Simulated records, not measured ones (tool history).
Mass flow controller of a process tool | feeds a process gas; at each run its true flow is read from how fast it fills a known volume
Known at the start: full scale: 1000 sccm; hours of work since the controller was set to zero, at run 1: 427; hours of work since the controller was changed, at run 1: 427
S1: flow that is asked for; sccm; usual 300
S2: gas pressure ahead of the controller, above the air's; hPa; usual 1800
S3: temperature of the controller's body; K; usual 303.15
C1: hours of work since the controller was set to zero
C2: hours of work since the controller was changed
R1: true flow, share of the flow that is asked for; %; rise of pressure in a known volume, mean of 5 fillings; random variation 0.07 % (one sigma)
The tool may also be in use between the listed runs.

{"run": 1, "hour": 0.0, "S1": 300, "S2": 1800, "S3": 303.15, "C1": 427, "C2": 427, "R1": 99.91}
{"run": 2, "hour": 100.6, "S1": 300, "S2": 1800, "S3": 303.15, "C1": 487, "C2": 487, "R1": 100}
{"run": 3, "hour": 292.7, "S1": 300, "S2": 1800, "S3": 303.15, "C1": 603, "C2": 603, "R1": 99.94}
{"run": 4, "hour": 436.0, "S1": 300, "S2": 1800, "S3": 295.15, "C1": 690, "C2": 690, "R1": 100.63}
{"run": 5, "hour": 668.6, "S1": 300, "S2": 1800, "S3": 295.15, "C1": 830, "C2": 830, "R1": 100.78}
{"run": 6, "hour": 787.1, "S1": 300, "S2": 1800, "S3": 295.15, "C1": 902, "C2": 902, "R1": 100.91}
{"run": 7, "hour": 945.8, "S1": 768, "S2": 1480, "S3": 307.15, "C1": 998, "C2": 998, "R1": 99.97}
{"run": 8, "hour": 1076.6, "S1": 579, "S2": 2470, "S3": 307.15, "C1": 1077, "C2": 1077, "R1": 100.71}
{"run": 9, "hour": 1310.1, "S1": 510, "S2": 1730, "S3": 296.15, "C1": 1218, "C2": 1218, "R1": 100.65}
{"run": 10, "hour": 1510.0, "S1": 875, "S2": 1800, "S3": 302.15, "C1": 1338, "C2": 1338, "R1": 100.59}

Run 11 comes next. What will it give?
{"run": 11, "hour": 1656.7, "S1": 875, "S2": 1800, "S3": 302.15, "C1": 1427, "C2": 1427, "R1": "?"}

Run 11 gave R1 100.77 %.
Without the tool's hidden state the same run would have given R1 99.67 %.

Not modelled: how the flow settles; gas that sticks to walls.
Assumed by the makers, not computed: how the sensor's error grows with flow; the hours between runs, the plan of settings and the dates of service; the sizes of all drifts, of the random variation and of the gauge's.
